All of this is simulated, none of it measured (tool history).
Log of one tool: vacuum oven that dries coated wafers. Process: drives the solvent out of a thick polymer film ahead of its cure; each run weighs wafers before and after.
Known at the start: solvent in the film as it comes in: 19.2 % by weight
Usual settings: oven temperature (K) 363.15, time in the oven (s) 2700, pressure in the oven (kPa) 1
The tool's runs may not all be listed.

run,hour,oven temperature (K),time in the oven (s),pressure in the oven (kPa),solvent left in the film (%)
1,0,363.15,2700,1,5.1
2,33.1,363.15,2700,1,5.24
3,55,363.15,2700,1,5.09
4,84.3,363.15,4020,1,3.42
5,111.6,363.15,4020,1,3.31
6,130.2,363.15,2700,1,5.17
7,148.7,363.15,2700,1,5.23
8,183.1,363.15,2700,1,5.14
9,208.3,363.15,2700,1.37,5.57
10,235,355.15,2700,1,7.52
11,262.4,355.15,2700,1,7.42
12,295.8,355.15,2700,1,7.51
13,325.8,363.15,2700,0.65,4.74
14,364.3,363.15,2700,0.65,4.8
15,384.6,363.15,2700,0.65,4.74
16,403.5,363.15,2700,0.65,4.75
17,426.9,363.15,2700,1,5.14
18,446.9,363.15,2700,1,5.24
19,466.4,363.15,2700,1,5.19
20,494.5,355.15,2700,1,7.44
21,517.4,364.15,2700,1,4.92
22,549.1,364.15,2700,1,4.94
23,586.5,363.15,2700,3.01,7.56
24,610.3,363.15,2700,3.01,7.48
25,626.7,373.15,3600,1.58,2.51
26,654.5,363.15,3600,1,3.76
27,684.8,363.15,3600,1,3.84
28,718.9,349.15,2100,0.96,10.15
29,746.7,349.15,2100,0.96,10.22
30,777.9,349.15,2100,0.96,10.2
31,815.3,349.15,2100,0.96,10.19
32,838.8,360.15,2400,1,6.63
33,859.4,360.15,2940,3.2,8.37
34,897.6,366.15,2940,3.2,6.48
35,932.8,377.15,1380,0.64,4.76
# hour 958.2: oven's thermocouples calibrated
36,965.2,366.15,2160,1,5.53
37,983.6,363.15,3300,1,4.18
38,1016.5,363.15,3300,1,4.2
39,1038.3,356.15,2880,2.58,8.99
40,1067.9,365.15,4380,0.56,2.12
41,1098.4,365.15,4560,0.77,2.24
42,1134.6,370.15,2700,2.35,4.86
43,1164.8,366.15,2220,0.79,5.2
44,1198.4,366.15,2220,0.79,5.17
45,1221.2,377.15,2700,1,2.2
46,1253.4,356.15,3600,1.45,6.26
47,1280.1,378.15,4740,1,0.99

3 ways to go on from here, each from the tool as it stands after run 47. What would each give?
A,1310.3,378.15,4020,1.54,?
B,1310.3,378.15,4140,1.32,?
C,1310.3,363.15,2700,0.79,?

run,solvent left in the film (%)
A,1.61
B,1.48
C,4.99
Without the tool's hidden state the same runs would have given:
run,solvent left in the film (%)
A,1.6
B,1.47
C,4.99
